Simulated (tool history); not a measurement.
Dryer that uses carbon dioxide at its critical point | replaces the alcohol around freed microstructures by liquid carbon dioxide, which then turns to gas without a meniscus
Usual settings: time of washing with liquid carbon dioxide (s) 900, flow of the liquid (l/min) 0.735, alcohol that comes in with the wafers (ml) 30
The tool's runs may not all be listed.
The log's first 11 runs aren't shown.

run	day	time of washing with liquid carbon dioxide (s)	flow of the liquid (l/min)	alcohol that comes in with the wafers (ml)	hours of work since the filter was changed	hours of work since the purifier's bed was changed	alcohol left in the vessel before it's heated (ppm by volume)
# day 12.954: purifier's bed changed
12	13.762	540	0.735	30	22	13	1402
13	14.642	900	1.210	30	36	27	24
14	15.446	720	0.735	30	49	40	647
15	16.642	900	0.735	61	68	59	601
16	17.429	900	0.735	61	80	72	614
17	19.071	900	0.645	22	107	98	380
18	20.462	900	0.645	22	129	120	395
19	22.133	900	0.645	23	156	147	416
20	23.683	900	0.645	54	181	172	987
21	24.917	900	0.713	30	200	192	407
22	26.054	900	0.713	30	219	210	407
23	27.454	900	0.713	30	241	232	422
24	28.625	900	0.713	30	260	251	422

The next listed run, before its measurement:
25	29.921	1020	0.889	72	281	272	?

Run 25 gave alcohol left in the vessel before it's heated (ppm by volume) 237.
Without the tool's hidden state the same run would have given alcohol left in the vessel before it's heated (ppm by volume) 140.
